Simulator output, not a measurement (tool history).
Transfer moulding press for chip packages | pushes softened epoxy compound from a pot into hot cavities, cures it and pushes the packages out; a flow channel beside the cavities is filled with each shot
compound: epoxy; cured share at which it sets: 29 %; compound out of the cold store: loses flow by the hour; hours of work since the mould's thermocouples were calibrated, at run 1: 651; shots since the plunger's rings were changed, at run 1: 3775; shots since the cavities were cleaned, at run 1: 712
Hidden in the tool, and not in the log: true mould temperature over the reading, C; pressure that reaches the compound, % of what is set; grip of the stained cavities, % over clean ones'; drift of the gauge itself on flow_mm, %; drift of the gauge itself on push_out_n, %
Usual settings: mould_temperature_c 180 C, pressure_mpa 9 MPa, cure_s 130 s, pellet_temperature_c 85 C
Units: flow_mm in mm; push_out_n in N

| run | hour | mould_temperature_c | pressure_mpa | cure_s | pellet_temperature_c | hours of work since the mould's thermocouples were calibrated | shots since the plunger's rings were changed | shots since the cavities were cleaned | incoming compound's hours out of the cold store | flow_mm | push_out_n |
|---|---|---|---|---|---|---|---|---|---|---|---|
| 1 | 0 | 180 | 9 | 130 | 85 | 651 | 3775 | 712 | 23.9 | 526 | 459 |
|  | 21.9 | cavities cleaned with cleaning compound and waxed |
| 2 | 29 | 173 | 9 | 130 | 85 | 669 | 4026 | 65 | 9.9 | 571 | 667 |
| 3 | 77.1 | 180 | 9 | 130 | 85 | 700 | 4463 | 502 | 19.2 | 536 | 483 |
|  | 95.8 | plunger's sealing rings changed |
|  | 122.8 | cavities cleaned with cleaning compound and waxed |
| 4 | 122.8 | 180 | 9 | 130 | 85 | 728 | 232 | 0 | 26.2 | 522 | 491 |
| 5 | 178.6 | 180 | 9 | 130 | 85 | 764 | 740 | 508 | 46.2 | 489 | 471 |
|  | 224.3 | cavities cleaned with cleaning compound and waxed |
| 6 | 230.3 | 180 | 9 | 130 | 85 | 797 | 1197 | 55 | 25 | 525 | 476 |
| 7 | 279.7 | 180 | 9 | 130 | 85 | 830 | 1646 | 504 | 24.5 | 529 | 498 |
|  | 297.5 | mould's thermocouples calibrated |
| 8 | 320.3 | 180 | 9 | 130 | 85 | 15 | 1999 | 857 | 15.2 | 544 | 472 |
|  | 324.4 | cavities cleaned with cleaning compound and waxed |
| 9 | 369.3 | 180 | 9 | 126 | 85 | 46 | 2430 | 408 | 17.3 | 538 | 497 |
| 10 | 418.4 | 173 | 9 | 130 | 85 | 78 | 2877 | 855 | 30 | 533 | 661 |
|  | 423.1 | cavities cleaned with cleaning compound and waxed |
| 11 | 471.8 | 184 | 9 | 130 | 85 | 113 | 3350 | 444 | 17.6 | 530 | 452 |
| 12 | 504.2 | 184 | 9 | 130 | 85 | 134 | 3645 | 739 | 20 | 527 | 458 |
|  | 521.4 | cavities cleaned with cleaning compound and waxed |
| 13 | 538.3 | 184 | 9 | 130 | 85 | 155 | 3942 | 154 | 31.4 | 506 | 453 |
| 14 | 591.1 | 175 | 9 | 131 | 85 | 190 | 4423 | 635 | 15.3 | 554 | 591 |
|  | 614.7 | plunger's sealing rings changed |
|  | 622.8 | cavities cleaned with cleaning compound and waxed |
| 15 | 650.6 | 175 | 9 | 131 | 85 | 226 | 313 | 253 | 23 | 541 | 578 |
| 16 | 687.8 | 184 | 9 | 130 | 75 | 251 | 652 | 592 | 8.2 | 548 | 452 |
|  | 725.6 | cavities cleaned with cleaning compound and waxed |
| 17 | 742.8 | 183 | 10.24 | 118 | 79 | 286 | 1139 | 157 | 25.9 | 552 | 471 |
| 18 | 771.6 | 183 | 10.77 | 118 | 94 | 305 | 1401 | 419 | 42.5 | 537 | 472 |
| 19 | 810.5 | 183 | 8.87 | 118 | 75 | 330 | 1755 | 773 | 46.7 | 480 | 479 |
|  | 824.4 | cavities cleaned with cleaning compound and waxed |
| 20 | 845.7 | 183 | 8.87 | 118 | 75 | 352 | 2062 | 194 | 36.4 | 496 | 466 |
| 21 | 872.3 | 183 | 8.87 | 118 | 75 | 370 | 2304 | 436 | 16.8 | 528 | 493 |
| 22 | 918.9 | 175 | 8.87 | 141 | 90 | 400 | 2728 | 860 | 37.1 | 513 | 519 |
|  | 925.1 | cavities cleaned with cleaning compound and waxed |
| 23 | 964.7 | 176 | 10.35 | 146 | 78 | 430 | 3131 | 360 | 40.4 | 544 | 495 |
| 24 | 1008.7 | 173 | 9.03 | 130 | 85 | 458 | 3533 | 762 | 12.9 | 567 | 678 |
|  | 1024.4 | cavities cleaned with cleaning compound and waxed |
| 25 | 1049.6 | 173 | 9.03 | 130 | 85 | 484 | 3891 | 229 | 46 | 508 | 614 |
| 26 | 1099.8 | 173 | 10.97 | 130 | 82 | 517 | 4349 | 687 | 35.3 | 580 | 663 |

3 ways to go on from here, each from the tool as it stands after run 26. What would each give?
|  | 1123.5 | cavities cleaned with cleaning compound and waxed |
| A | 1129.5 | 180 | 10.46 | 169 | 82 | 536 | 4605 | 54 | 26.1 | ? | ? |
|  | 1123.5 | cavities cleaned with cleaning compound and waxed |
| B | 1129.5 | 179 | 10.97 | 130 | 76 | 536 | 4605 | 54 | 40.1 | ? | ? |
|  | 1123.5 | cavities cleaned with cleaning compound and waxed |
| C | 1129.5 | 173 | 10.97 | 130 | 93 | 536 | 4605 | 54 | 47.9 | ? | ? |

| run | flow_mm | push_out_n |
|---|---|---|
| A | 566 | 456 |
| B | 556 | 483 |
| C | 555 | 637 |
Without the tool's hidden state the same runs would have given:
| run | flow_mm | push_out_n |
|---|---|---|
| A | 566 | 455 |
| B | 556 | 482 |
| C | 555 | 635 |

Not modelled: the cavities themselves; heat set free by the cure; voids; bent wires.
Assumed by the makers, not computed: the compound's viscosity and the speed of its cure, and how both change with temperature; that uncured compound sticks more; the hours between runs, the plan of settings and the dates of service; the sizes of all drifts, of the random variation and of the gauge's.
